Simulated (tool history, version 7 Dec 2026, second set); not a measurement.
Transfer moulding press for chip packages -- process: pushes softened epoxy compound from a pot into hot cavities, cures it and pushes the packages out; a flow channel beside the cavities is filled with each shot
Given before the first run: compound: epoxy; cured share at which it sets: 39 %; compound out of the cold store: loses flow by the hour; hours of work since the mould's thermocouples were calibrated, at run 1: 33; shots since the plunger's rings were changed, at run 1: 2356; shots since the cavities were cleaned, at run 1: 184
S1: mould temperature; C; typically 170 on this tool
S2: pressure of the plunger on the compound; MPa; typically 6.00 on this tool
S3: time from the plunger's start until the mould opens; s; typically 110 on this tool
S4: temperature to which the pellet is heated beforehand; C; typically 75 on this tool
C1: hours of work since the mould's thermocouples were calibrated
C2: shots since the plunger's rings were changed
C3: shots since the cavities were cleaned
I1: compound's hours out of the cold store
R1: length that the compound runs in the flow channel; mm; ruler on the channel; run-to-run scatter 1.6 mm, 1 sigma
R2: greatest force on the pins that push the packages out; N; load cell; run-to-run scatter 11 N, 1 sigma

run 1 hour=0.0 | S1=170 S2=6.00 S3=110 S4=75 | C1=33 C2=2356 C3=184 | I1=8.6 | R1=545 R2=498
run 2 hour=9.4 | S1=170 S2=6.00 S3=110 S4=75 | C1=38 C2=2439 C3=267 | I1=19.5 | R1=533 R2=533
run 3 hour=14.5 | S1=170 S2=6.00 S3=110 S4=75 | C1=41 C2=2484 C3=312 | I1=19.4 | R1=532 R2=487
run 4 hour=22.3 | S1=170 S2=6.00 S3=110 S4=75 | C1=45 C2=2553 C3=381 | I1=15.9 | R1=537 R2=513
run 5 hour=28.6 | S1=170 S2=6.00 S3=110 S4=75 | C1=48 C2=2608 C3=436 | I1=25.2 | R1=529 R2=501
run 6 hour=34.9 | S1=170 S2=6.00 S3=110 S4=75 | C1=51 C2=2664 C3=492 | I1=14.8 | R1=540 R2=504
-- hour=43.1 cavities cleaned with cleaning compound and waxed
run 7 hour=43.6 | S1=170 S2=6.00 S3=110 S4=75 | C1=55 C2=2728 C3=5 | I1=20.8 | R1=529 R2=495
run 8 hour=52.9 | S1=167 S2=6.04 S3=110 S4=75 | C1=60 C2=2810 C3=87 | I1=35.6 | R1=527 R2=588
run 9 hour=62.6 | S1=174 S2=5.62 S3=123 S4=68 | C1=65 C2=2895 C3=172 | I1=23.4 | R1=502 R2=455
run 10 hour=69.1 | S1=170 S2=7.36 S3=131 S4=75 | C1=68 C2=2953 C3=230 | I1=45.9 | R1=559 R2=464
-- hour=81.8 plunger's sealing rings changed
run 11 hour=81.8 | S1=170 S2=7.36 S3=131 S4=75 | C1=74 C2=0 C3=320 | I1=45.1 | R1=564 R2=461
run 12 hour=90.3 | S1=170 S2=7.36 S3=131 S4=75 | C1=78 C2=74 C3=394 | I1=25.2 | R1=585 R2=465
run 13 hour=98.9 | S1=163 S2=6.43 S3=103 S4=75 | C1=83 C2=150 C3=470 | I1=16.3 | R1=574 R2=924
-- hour=110.1 cavities cleaned with cleaning compound and waxed
run 14 hour=111.0 | S1=173 S2=6.00 S3=110 S4=85 | C1=88 C2=244 C3=8 | I1=14.9 | R1=530 R2=463

Forecast each of these 3 alternatives for the next run:
run A hour=119.1 | S1=170 S2=6.34 S3=110 S4=75 | C1=93 C2=316 C3=80 | I1=28.3 | R1=? R2=?
run B hour=119.1 | S1=175 S2=6.00 S3=115 S4=68 | C1=93 C2=316 C3=80 | I1=12.2 | R1=? R2=?
run C hour=119.1 | S1=167 S2=6.00 S3=116 S4=82 | C1=93 C2=316 C3=80 | I1=18.1 | R1=? R2=?

run=A R1=539 R2=494
run=B R1=529 R2=455
run=C R1=541 R2=535
What these runs would have given with no unlogged condition in the tool:
run=A R1=539 R2=493
run=B R1=529 R2=453
run=C R1=541 R2=533
